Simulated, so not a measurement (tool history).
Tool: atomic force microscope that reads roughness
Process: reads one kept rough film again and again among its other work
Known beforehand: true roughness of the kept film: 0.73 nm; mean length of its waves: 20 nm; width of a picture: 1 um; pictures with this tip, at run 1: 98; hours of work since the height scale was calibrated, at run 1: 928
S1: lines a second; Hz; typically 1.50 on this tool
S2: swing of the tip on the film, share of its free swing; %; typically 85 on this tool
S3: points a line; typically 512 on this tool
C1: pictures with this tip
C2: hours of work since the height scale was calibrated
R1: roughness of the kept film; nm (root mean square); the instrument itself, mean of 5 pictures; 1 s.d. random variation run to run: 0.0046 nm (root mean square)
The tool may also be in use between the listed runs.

run 1 day=0.000 | S1=1.50 S2=85 S3=512 | C1=98 C2=928 | R1=0.589
run 2 day=1.696 | S1=1.50 S2=63 S3=512 | C1=202 C2=958 | R1=0.655
run 3 day=2.954 | S1=1.50 S2=63 S3=512 | C1=278 C2=981 | R1=0.651
run 4 day=4.338 | S1=1.50 S2=71 S3=512 | C1=363 C2=1006 | R1=0.630
-- day=4.908 new tip fitted
run 5 day=7.167 | S1=1.50 S2=85 S3=512 | C1=138 C2=1056 | R1=0.586
run 6 day=9.625 | S1=1.50 S2=85 S3=512 | C1=288 C2=1099 | R1=0.593
-- day=11.450 new tip fitted
run 7 day=12.392 | S1=1.50 S2=85 S3=512 | C1=58 C2=1148 | R1=0.596
run 8 day=13.888 | S1=1.50 S2=85 S3=512 | C1=149 C2=1175 | R1=0.590
run 9 day=15.208 | S1=1.50 S2=85 S3=512 | C1=230 C2=1199 | R1=0.584
run 10 day=17.129 | S1=1.50 S2=61 S3=585 | C1=347 C2=1233 | R1=0.650
-- day=17.900 new tip fitted
run 11 day=18.400 | S1=1.62 S2=61 S3=533 | C1=30 C2=1255 | R1=0.661
run 12 day=19.788 | S1=2.43 S2=85 S3=772 | C1=115 C2=1280 | R1=0.549
run 13 day=22.004 | S1=1.41 S2=85 S3=772 | C1=251 C2=1319 | R1=0.594
-- day=24.371 new tip fitted
run 14 day=24.608 | S1=0.89 S2=85 S3=820 | C1=15 C2=1365 | R1=0.640
run 15 day=26.496 | S1=1.50 S2=74 S3=308 | C1=130 C2=1399 | R1=0.618

3 ways to go on from here, each from the tool as it stands after run 15. What would each give?
run A day=28.946 | S1=0.76 S2=90 S3=308 | C1=280 C2=1443 | R1=?
run B day=28.946 | S1=0.54 S2=68 S3=689 | C1=280 C2=1443 | R1=?
run C day=28.946 | S1=1.94 S2=85 S3=512 | C1=280 C2=1443 | R1=?

run=A R1=0.615
run=B R1=0.667
run=C R1=0.563
Take away the tool's hidden state, keep each run's random variation, and the runs would have read:
run=A R1=0.619
run=B R1=0.671
run=C R1=0.567

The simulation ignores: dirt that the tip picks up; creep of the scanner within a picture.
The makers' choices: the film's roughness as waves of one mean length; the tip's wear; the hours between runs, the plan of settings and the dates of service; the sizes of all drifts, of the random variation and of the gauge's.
